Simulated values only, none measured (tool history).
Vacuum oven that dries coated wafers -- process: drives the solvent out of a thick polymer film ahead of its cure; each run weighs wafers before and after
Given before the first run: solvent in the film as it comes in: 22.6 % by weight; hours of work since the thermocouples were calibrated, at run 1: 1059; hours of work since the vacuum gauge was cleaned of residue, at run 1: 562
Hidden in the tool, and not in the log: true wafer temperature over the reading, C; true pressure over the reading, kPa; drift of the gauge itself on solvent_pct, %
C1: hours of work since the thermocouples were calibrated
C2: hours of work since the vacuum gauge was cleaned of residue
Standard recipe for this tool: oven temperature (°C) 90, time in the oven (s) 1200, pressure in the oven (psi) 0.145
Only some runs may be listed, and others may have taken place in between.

{"run": 1, "hour": 0.0, "oven temperature (°C)": 90, "time in the oven (s)": 1200, "pressure in the oven (psi)": 0.145, "C1": 1059, "C2": 562, "solvent left in the film (%)": 4.45}
{"run": 2, "hour": 11.3, "oven temperature (°C)": 94, "time in the oven (s)": 1200, "pressure in the oven (psi)": 0.145, "C1": 1066, "C2": 569, "solvent left in the film (%)": 3.41}
{"run": 3, "hour": 32.6, "oven temperature (°C)": 94, "time in the oven (s)": 1200, "pressure in the oven (psi)": 0.145, "C1": 1080, "C2": 583, "solvent left in the film (%)": 3.39}
{"run": 4, "hour": 44.1, "oven temperature (°C)": 94, "time in the oven (s)": 1200, "pressure in the oven (psi)": 0.145, "C1": 1087, "C2": 590, "solvent left in the film (%)": 3.29}
{"run": 5, "hour": 55.9, "oven temperature (°C)": 94, "time in the oven (s)": 1200, "pressure in the oven (psi)": 0.145, "C1": 1095, "C2": 597, "solvent left in the film (%)": 3.49}
{"run": 6, "hour": 74.1, "oven temperature (°C)": 94, "time in the oven (s)": 1200, "pressure in the oven (psi)": 0.099, "C1": 1106, "C2": 609, "solvent left in the film (%)": 3.11}
{"run": 7, "hour": 91.6, "oven temperature (°C)": 90, "time in the oven (s)": 1200, "pressure in the oven (psi)": 0.145, "C1": 1117, "C2": 620, "solvent left in the film (%)": 4.54}
{"run": 8, "hour": 112.1, "oven temperature (°C)": 101, "time in the oven (s)": 1200, "pressure in the oven (psi)": 0.145, "C1": 1131, "C2": 633, "solvent left in the film (%)": 1.73}
{"run": 9, "hour": 127.2, "oven temperature (°C)": 101, "time in the oven (s)": 1200, "pressure in the oven (psi)": 0.145, "C1": 1140, "C2": 643, "solvent left in the film (%)": 1.74}
{"run": 10, "hour": 150.7, "oven temperature (°C)": 101, "time in the oven (s)": 1200, "pressure in the oven (psi)": 0.145, "C1": 1155, "C2": 658, "solvent left in the film (%)": 1.79}
{"run": 11, "hour": 175.5, "oven temperature (°C)": 90, "time in the oven (s)": 1200, "pressure in the oven (psi)": 0.145, "C1": 1171, "C2": 673, "solvent left in the film (%)": 4.57}
{"run": 12, "hour": 190.0, "oven temperature (°C)": 89, "time in the oven (s)": 1200, "pressure in the oven (psi)": 0.145, "C1": 1180, "C2": 683, "solvent left in the film (%)": 4.89}
{"run": 13, "hour": 208.6, "oven temperature (°C)": 89, "time in the oven (s)": 1200, "pressure in the oven (psi)": 0.145, "C1": 1192, "C2": 695, "solvent left in the film (%)": 4.87}
{"run": 14, "hour": 234.4, "oven temperature (°C)": 89, "time in the oven (s)": 1200, "pressure in the oven (psi)": 0.145, "C1": 1208, "C2": 711, "solvent left in the film (%)": 4.85}
{"run": 15, "hour": 248.9, "oven temperature (°C)": 90, "time in the oven (s)": 1200, "pressure in the oven (psi)": 0.145, "C1": 1217, "C2": 720, "solvent left in the film (%)": 4.44}
{"run": 16, "hour": 262.1, "oven temperature (°C)": 90, "time in the oven (s)": 1200, "pressure in the oven (psi)": 0.145, "C1": 1226, "C2": 729, "solvent left in the film (%)": 4.38}
{"run": 17, "hour": 287.3, "oven temperature (°C)": 90, "time in the oven (s)": 1200, "pressure in the oven (psi)": 0.145, "C1": 1242, "C2": 744, "solvent left in the film (%)": 4.49}
{"run": 18, "hour": 309.2, "oven temperature (°C)": 80, "time in the oven (s)": 2100, "pressure in the oven (psi)": 0.357, "C1": 1256, "C2": 758, "solvent left in the film (%)": 5.75}
{"run": 19, "hour": 327.4, "oven temperature (°C)": 88, "time in the oven (s)": 720, "pressure in the oven (psi)": 0.503, "C1": 1267, "C2": 770, "solvent left in the film (%)": 9.65}
{"run": 20, "hour": 343.3, "oven temperature (°C)": 105, "time in the oven (s)": 1200, "pressure in the oven (psi)": 0.149, "C1": 1277, "C2": 780, "solvent left in the film (%)": 1.19}

Run 21 has not been measured yet. What should we expect?
{"run": 21, "hour": 361.4, "oven temperature (°C)": 101, "time in the oven (s)": 1740, "pressure in the oven (psi)": 0.458, "C1": 1289, "C2": 792, "solvent left in the film (%)": "?"}

solvent left in the film (%): 1.91
Take away the tool's hidden state, keep the run-to-run variation as it was, and the same run would have given solvent left in the film (%) 2.08.

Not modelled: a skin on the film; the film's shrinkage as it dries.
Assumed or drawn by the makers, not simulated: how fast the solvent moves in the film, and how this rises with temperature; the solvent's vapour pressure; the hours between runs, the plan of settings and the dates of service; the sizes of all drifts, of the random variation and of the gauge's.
